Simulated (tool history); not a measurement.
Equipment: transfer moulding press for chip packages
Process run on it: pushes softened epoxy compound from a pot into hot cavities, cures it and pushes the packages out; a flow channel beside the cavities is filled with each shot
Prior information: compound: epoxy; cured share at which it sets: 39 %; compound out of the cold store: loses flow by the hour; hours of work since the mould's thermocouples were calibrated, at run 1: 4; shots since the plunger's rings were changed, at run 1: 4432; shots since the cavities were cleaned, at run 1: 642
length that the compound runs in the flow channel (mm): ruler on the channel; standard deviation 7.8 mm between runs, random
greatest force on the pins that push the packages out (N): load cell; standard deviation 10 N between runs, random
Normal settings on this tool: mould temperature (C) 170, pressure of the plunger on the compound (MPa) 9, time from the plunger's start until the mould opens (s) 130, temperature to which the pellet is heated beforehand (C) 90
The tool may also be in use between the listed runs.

| run | hour | mould temperature (C) | pressure of the plunger on the compound (MPa) | time from the plunger's start until the mould opens (s) | temperature to which the pellet is heated beforehand (C) | hours of work since the mould's thermocouples were calibrated | shots since the plunger's rings were changed | shots since the cavities were cleaned | incoming compound's hours out of the cold store | length that the compound runs in the flow channel (mm) | greatest force on the pins that push the packages out (N) |
|---|---|---|---|---|---|---|---|---|---|---|---|
| 1 | 0 | 170 | 9 | 130 | 90 | 4 | 4432 | 642 | 40.2 | 886 | 480 |
| 2 | 20.7 | 170 | 9 | 130 | 90 | 16 | 4615 | 825 | 42.8 | 882 | 480 |
| 3 | 36.1 | 170 | 9 | 130 | 90 | 26 | 4752 | 962 | 16.8 | 1009 | 488 |
| 4 | 47.7 | 170 | 9 | 130 | 90 | 33 | 4854 | 1064 | 17.7 | 984 | 490 |
|  | 55.8 | cavities cleaned with cleaning compound and waxed |
| 5 | 69.6 | 170 | 9 | 130 | 90 | 45 | 5035 | 122 | 39.1 | 888 | 474 |
| 6 | 88.9 | 170 | 9 | 130 | 90 | 57 | 5206 | 293 | 22.3 | 966 | 464 |
| 7 | 108.3 | 170 | 9 | 130 | 90 | 69 | 5377 | 464 | 13 | 1015 | 456 |
| 8 | 124.2 | 170 | 9 | 130 | 83 | 79 | 5518 | 605 | 40.8 | 875 | 478 |
| 9 | 139.1 | 170 | 9 | 130 | 86 | 88 | 5649 | 736 | 19.4 | 980 | 491 |
| 10 | 160.3 | 170 | 9 | 130 | 86 | 101 | 5837 | 924 | 21.6 | 958 | 458 |
| 11 | 170.9 | 170 | 9 | 130 | 86 | 107 | 5931 | 1018 | 39.3 | 883 | 462 |
|  | 183.9 | cavities cleaned with cleaning compound and waxed |
| 12 | 187.8 | 170 | 9 | 130 | 86 | 117 | 6068 | 35 | 42.9 | 875 | 470 |
| 13 | 198.2 | 170 | 9 | 130 | 90 | 123 | 6159 | 126 | 34.1 | 917 | 489 |
| 14 | 211.2 | 170 | 9 | 130 | 90 | 131 | 6275 | 242 | 47.7 | 837 | 457 |
| 15 | 230.3 | 175 | 9 | 131 | 90 | 143 | 6443 | 410 | 33.2 | 882 | 447 |
| 16 | 243.2 | 175 | 9 | 131 | 90 | 151 | 6558 | 525 | 23.5 | 938 | 434 |
|  | 254.3 | plunger's sealing rings changed |
| 17 | 255.8 | 165 | 9 | 133 | 90 | 157 | 13 | 613 | 26.1 | 973 | 572 |
| 18 | 268.8 | 175 | 9 | 130 | 90 | 165 | 129 | 729 | 21.3 | 955 | 432 |
| 19 | 285.7 | 176 | 9 | 127 | 96 | 175 | 278 | 878 | 47.5 | 813 | 440 |
| 20 | 298.8 | 176 | 9 | 127 | 96 | 183 | 394 | 994 | 26.4 | 913 | 434 |
|  | 313.8 | cavities cleaned with cleaning compound and waxed |
| 21 | 314 | 176 | 8.17 | 159 | 96 | 192 | 515 | 1 | 30.1 | 844 | 429 |
| 22 | 331.7 | 176 | 8.17 | 159 | 96 | 203 | 672 | 158 | 15.7 | 920 | 428 |
| 23 | 348.5 | 176 | 8.17 | 159 | 96 | 213 | 820 | 306 | 12.9 | 938 | 427 |
| 24 | 361.5 | 176 | 8.17 | 159 | 96 | 221 | 935 | 421 | 25.9 | 883 | 404 |
| 25 | 386 | 177 | 8.17 | 159 | 81 | 236 | 1152 | 638 | 29 | 860 | 447 |
| 26 | 407.3 | 170 | 9 | 112 | 84 | 249 | 1341 | 827 | 27 | 935 | 559 |
| 27 | 421.5 | 175 | 8.79 | 130 | 84 | 258 | 1466 | 952 | 24.2 | 922 | 433 |
|  | 441.2 | cavities cleaned with cleaning compound and waxed |
| 28 | 447 | 167 | 9.09 | 120 | 95 | 272 | 1678 | 51 | 41.1 | 901 | 566 |

Each row is a separate what-if for the run after 28, all from the same tool condition, not one after another. Results?
| A | 460.4 | 167 | 10.65 | 120 | 95 | 280 | 1797 | 170 | 15.2 | ? | ? |
| B | 460.4 | 169 | 9 | 127 | 96 | 280 | 1797 | 170 | 27.2 | ? | ? |
| C | 460.4 | 167 | 9.09 | 157 | 95 | 280 | 1797 | 170 | 13 | ? | ? |
| D | 460.4 | 170 | 10.56 | 130 | 90 | 280 | 1797 | 170 | 13.2 | ? | ? |

| run | length that the compound runs in the flow channel (mm) | greatest force on the pins that push the packages out (N) |
|---|---|---|
| A | 1098 | 614 |
| B | 948 | 507 |
| C | 1035 | 459 |
| D | 1090 | 489 |
Take away the tool's hidden state, keep each run's random variation, and the runs would have read:
| run | length that the compound runs in the flow channel (mm) | greatest force on the pins that push the packages out (N) |
|---|---|---|
| A | 1098 | 612 |
| B | 948 | 506 |
| C | 1035 | 458 |
| D | 1090 | 488 |
